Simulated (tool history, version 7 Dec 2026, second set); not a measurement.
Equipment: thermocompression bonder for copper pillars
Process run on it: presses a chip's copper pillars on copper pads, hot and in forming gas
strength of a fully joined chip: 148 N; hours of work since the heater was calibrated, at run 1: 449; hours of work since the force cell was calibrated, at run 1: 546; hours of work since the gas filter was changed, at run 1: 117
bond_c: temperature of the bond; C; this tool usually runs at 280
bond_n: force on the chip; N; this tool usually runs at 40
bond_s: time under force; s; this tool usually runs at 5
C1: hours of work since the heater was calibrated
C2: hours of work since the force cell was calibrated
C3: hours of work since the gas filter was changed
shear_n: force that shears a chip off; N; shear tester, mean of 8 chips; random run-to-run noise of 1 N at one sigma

run 1 hour=0.0 | bond_c=280 bond_n=40 bond_s=5 | C1=449 C2=546 C3=117 | shear_n=76.3
run 2 hour=12.2 | bond_c=280 bond_n=53 bond_s=5 | C1=457 C2=555 C3=125 | shear_n=91.1
run 3 hour=24.7 | bond_c=280 bond_n=35 bond_s=5 | C1=465 C2=563 C3=134 | shear_n=66.9
run 4 hour=35.5 | bond_c=280 bond_n=40 bond_s=5 | C1=473 C2=570 C3=141 | shear_n=73.2
run 5 hour=58.9 | bond_c=280 bond_n=28 bond_s=5 | C1=488 C2=586 C3=157 | shear_n=55.2
run 6 hour=72.8 | bond_c=280 bond_n=28 bond_s=5 | C1=498 C2=595 C3=166 | shear_n=54.6
run 7 hour=84.1 | bond_c=280 bond_n=28 bond_s=5 | C1=505 C2=603 C3=174 | shear_n=53.2
run 8 hour=96.6 | bond_c=280 bond_n=29 bond_s=5 | C1=514 C2=611 C3=182 | shear_n=56.7
run 9 hour=114.9 | bond_c=280 bond_n=29 bond_s=5 | C1=526 C2=624 C3=194 | shear_n=54.2
-- hour=126.8 forming gas filter changed
run 10 hour=135.7 | bond_c=280 bond_n=40 bond_s=5 | C1=540 C2=637 C3=6 | shear_n=76.7
run 11 hour=155.6 | bond_c=280 bond_n=40 bond_s=5 | C1=553 C2=651 C3=19 | shear_n=75.6
-- hour=176.3 heater calibrated with a thermocouple chip
run 12 hour=178.4 | bond_c=280 bond_n=36 bond_s=5 | C1=1 C2=665 C3=33 | shear_n=84.2
run 13 hour=187.9 | bond_c=299 bond_n=58 bond_s=5 | C1=8 C2=671 C3=40 | shear_n=126.1
run 14 hour=198.0 | bond_c=280 bond_n=25 bond_s=5 | C1=15 C2=678 C3=47 | shear_n=62.4
run 15 hour=221.3 | bond_c=293 bond_n=54 bond_s=6 | C1=30 C2=694 C3=62 | shear_n=118.7
run 16 hour=235.4 | bond_c=293 bond_n=25 bond_s=5 | C1=40 C2=703 C3=72 | shear_n=76.2
run 17 hour=254.4 | bond_c=293 bond_n=25 bond_s=10 | C1=53 C2=716 C3=85 | shear_n=90.9
run 18 hour=274.6 | bond_c=252 bond_n=33 bond_s=5 | C1=66 C2=730 C3=98 | shear_n=48.2
run 19 hour=290.2 | bond_c=279 bond_n=38 bond_s=3 | C1=77 C2=740 C3=109 | shear_n=68.9
run 20 hour=313.5 | bond_c=279 bond_n=31 bond_s=3 | C1=92 C2=756 C3=124 | shear_n=58.4
run 21 hour=335.3 | bond_c=280 bond_n=40 bond_s=4 | C1=107 C2=770 C3=139 | shear_n=79.3
run 22 hour=353.0 | bond_c=254 bond_n=43 bond_s=7 | C1=119 C2=782 C3=151 | shear_n=67.7
run 23 hour=367.6 | bond_c=264 bond_n=43 bond_s=7 | C1=129 C2=792 C3=161 | shear_n=78.2

Measured result minus the same run's result without the hidden state. Both carry the same run-to-run variation, though not necessarily the same gauge scatter:
Hidden state present: true temperature of the bond over the reading, C; force that reaches the chip, % of what is set; oxide that the forming gas leaves, % of the face; drift of the gauge itself on shear_n, %.
run=1 shear_n=-13.7
run=2 shear_n=-15.1
run=3 shear_n=-13.7
run=4 shear_n=-14.9
run=5 shear_n=-13.4
run=6 shear_n=-14.0
run=7 shear_n=-14.1
run=8 shear_n=-14.8
run=9 shear_n=-15.3
run=10 shear_n=-12.1
run=11 shear_n=-12.5
run=12 shear_n=+2.4
run=13 shear_n=+0.0
run=14 shear_n=+1.6
run=15 shear_n=-1.3
run=16 shear_n=+0.1
run=17 shear_n=-1.2
run=18 shear_n=-0.7
run=19 shear_n=-1.8
run=20 shear_n=-2.1
run=21 shear_n=-4.1
run=22 shear_n=-4.2
run=23 shear_n=-5.5
